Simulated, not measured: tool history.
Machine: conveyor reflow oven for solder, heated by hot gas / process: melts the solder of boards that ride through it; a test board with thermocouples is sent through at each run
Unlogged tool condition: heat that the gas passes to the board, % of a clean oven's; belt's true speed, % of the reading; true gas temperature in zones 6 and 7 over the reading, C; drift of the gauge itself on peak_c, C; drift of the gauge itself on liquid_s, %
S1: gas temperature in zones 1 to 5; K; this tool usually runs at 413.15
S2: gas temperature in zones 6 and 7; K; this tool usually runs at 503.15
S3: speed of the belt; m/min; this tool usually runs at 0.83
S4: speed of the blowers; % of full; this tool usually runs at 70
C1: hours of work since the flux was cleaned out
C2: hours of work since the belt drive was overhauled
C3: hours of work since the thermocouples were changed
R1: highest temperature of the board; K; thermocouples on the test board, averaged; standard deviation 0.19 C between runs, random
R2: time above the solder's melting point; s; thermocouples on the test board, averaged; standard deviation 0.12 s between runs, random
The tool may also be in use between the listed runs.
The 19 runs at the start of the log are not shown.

{"run": 20, "hour": 288.8, "S1": 405.15, "S2": 503.15, "S3": 0.743, "S4": 61, "C1": 159, "C2": 27, "C3": 265, "R1": 484.95, "R2": 42.5}
{"run": 21, "hour": 297.0, "S1": 405.15, "S2": 503.15, "S3": 0.768, "S4": 52, "C1": 166, "C2": 34, "C3": 271, "R1": 480.05, "R2": 36.1}
{"run": 22, "hour": 307.8, "S1": 405.15, "S2": 503.15, "S3": 0.768, "S4": 52, "C1": 174, "C2": 42, "C3": 280, "R1": 479.85, "R2": 35.8}
{"run": 23, "hour": 326.4, "S1": 413.15, "S2": 503.15, "S3": 0.734, "S4": 66, "C1": 189, "C2": 57, "C3": 294, "R1": 487.85, "R2": 48.5}
{"run": 24, "hour": 346.1, "S1": 413.15, "S2": 508.15, "S3": 0.734, "S4": 55, "C1": 204, "C2": 72, "C3": 310, "R1": 488.05, "R2": 47.5}
{"hour": 363.5, "done": "flux residue cleaned out of gas plates and filters"}
{"run": 25, "hour": 363.5, "S1": 413.15, "S2": 508.15, "S3": 0.734, "S4": 50, "C1": 0, "C2": 82, "C3": 319, "R1": 487.65, "R2": 47.2}
{"run": 26, "hour": 375.1, "S1": 420.15, "S2": 509.15, "S3": 0.83, "S4": 70, "C1": 9, "C2": 91, "C3": 329, "R1": 493.25, "R2": 47.6}
{"run": 27, "hour": 390.9, "S1": 419.15, "S2": 503.15, "S3": 0.83, "S4": 56, "C1": 22, "C2": 104, "C3": 341, "R1": 483.15, "R2": 40.2}
{"run": 28, "hour": 400.0, "S1": 419.15, "S2": 503.15, "S3": 0.83, "S4": 56, "C1": 29, "C2": 111, "C3": 348, "R1": 483.15, "R2": 40.1}
{"run": 29, "hour": 413.6, "S1": 419.15, "S2": 503.15, "S3": 0.83, "S4": 56, "C1": 39, "C2": 121, "C3": 359, "R1": 482.95, "R2": 40}
{"run": 30, "hour": 431.5, "S1": 413.15, "S2": 497.15, "S3": 0.83, "S4": 90, "C1": 53, "C2": 135, "C3": 373, "R1": 486.05, "R2": 42.4}
{"run": 31, "hour": 446.9, "S1": 413.15, "S2": 503.15, "S3": 0.83, "S4": 78, "C1": 65, "C2": 148, "C3": 385, "R1": 488.55, "R2": 43.3}

Alternative continuations, all from the tool just after run 31; predict every row:
{"run": "A", "hour": 460.0, "S1": 420.15, "S2": 501.15, "S3": 0.83, "S4": 61, "C1": 76, "C2": 158, "C3": 395, "R1": "?", "R2": "?"}
{"run": "B", "hour": 460.0, "S1": 399.15, "S2": 509.15, "S3": 0.83, "S4": 78, "C1": 76, "C2": 158, "C3": 395, "R1": "?", "R2": "?"}
{"run": "C", "hour": 460.0, "S1": 413.15, "S2": 503.15, "S3": 0.783, "S4": 70, "C1": 76, "C2": 158, "C3": 395, "R1": "?", "R2": "?"}
{"run": "D", "hour": 460.0, "S1": 416.15, "S2": 498.15, "S3": 0.83, "S4": 70, "C1": 76, "C2": 158, "C3": 395, "R1": "?", "R2": "?"}

run=A R1=483.25 R2=40.8
run=B R1=491.75 R2=41.4
run=C R1=487.95 R2=45.5
run=D R1=482.55 R2=39.9
Had the tool no hidden state, the same runs would have come out as:
run=A R1=484.75 R2=41.9
run=B R1=493.65 R2=42.4
run=C R1=489.65 R2=46.5
run=D R1=484.25 R2=41
